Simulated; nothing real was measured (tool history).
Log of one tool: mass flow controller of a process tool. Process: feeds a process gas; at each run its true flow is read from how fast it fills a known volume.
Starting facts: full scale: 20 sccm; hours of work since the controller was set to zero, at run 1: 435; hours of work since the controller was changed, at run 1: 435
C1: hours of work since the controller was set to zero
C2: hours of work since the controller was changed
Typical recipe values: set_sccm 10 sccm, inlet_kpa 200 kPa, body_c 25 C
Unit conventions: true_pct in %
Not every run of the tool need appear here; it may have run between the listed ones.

run 1 day=0.000 | set_sccm=10 inlet_kpa=200 body_c=25 | C1=435 C2=435 | true_pct=99.32
run 2 day=1.846 | set_sccm=10 inlet_kpa=200 body_c=21 | C1=462 C2=462 | true_pct=99.78
run 3 day=3.858 | set_sccm=10 inlet_kpa=200 body_c=25 | C1=491 C2=491 | true_pct=99.26
run 4 day=7.788 | set_sccm=10 inlet_kpa=200 body_c=29 | C1=548 C2=548 | true_pct=98.95
run 5 day=10.633 | set_sccm=10 inlet_kpa=151 body_c=29 | C1=590 C2=590 | true_pct=99.08
-- day=10.917 controller's zero set anew
run 6 day=12.304 | set_sccm=10 inlet_kpa=151 body_c=29 | C1=20 C2=614 | true_pct=99.13
run 7 day=14.875 | set_sccm=10 inlet_kpa=200 body_c=31 | C1=58 C2=651 | true_pct=98.89
run 8 day=18.638 | set_sccm=5 inlet_kpa=223 body_c=25 | C1=112 C2=706 | true_pct=99.13
-- day=19.008 controller's zero set anew, once more
run 9 day=20.758 | set_sccm=5 inlet_kpa=260 body_c=24 | C1=25 C2=736 | true_pct=98.75
run 10 day=22.492 | set_sccm=10 inlet_kpa=161 body_c=27 | C1=51 C2=762 | true_pct=99.15
run 11 day=24.475 | set_sccm=10 inlet_kpa=161 body_c=27 | C1=80 C2=791 | true_pct=99.10
run 12 day=27.008 | set_sccm=10 inlet_kpa=200 body_c=22 | C1=117 C2=828 | true_pct=99.41
run 13 day=30.204 | set_sccm=10 inlet_kpa=200 body_c=22 | C1=163 C2=874 | true_pct=99.39

Measured less the same run without the tool's hidden state. The same run-to-run variation is in both; the gauge's scatter may not be:
Hidden conditions of the tool in this case: flow at rest that the sensor doesn't see, % of full scale; true flow over the shown one, %; drift of the gauge itself on true_pct, %.
run=1 true_pct=+0.04
run=2 true_pct=+0.03
run=3 true_pct=+0.02
run=4 true_pct=+0.00
run=5 true_pct=-0.02
run=6 true_pct=+0.03
run=7 true_pct=+0.01
run=8 true_pct=+0.19
run=9 true_pct=-0.15
run=10 true_pct=-0.19
run=11 true_pct=-0.21
run=12 true_pct=-0.22
run=13 true_pct=-0.24
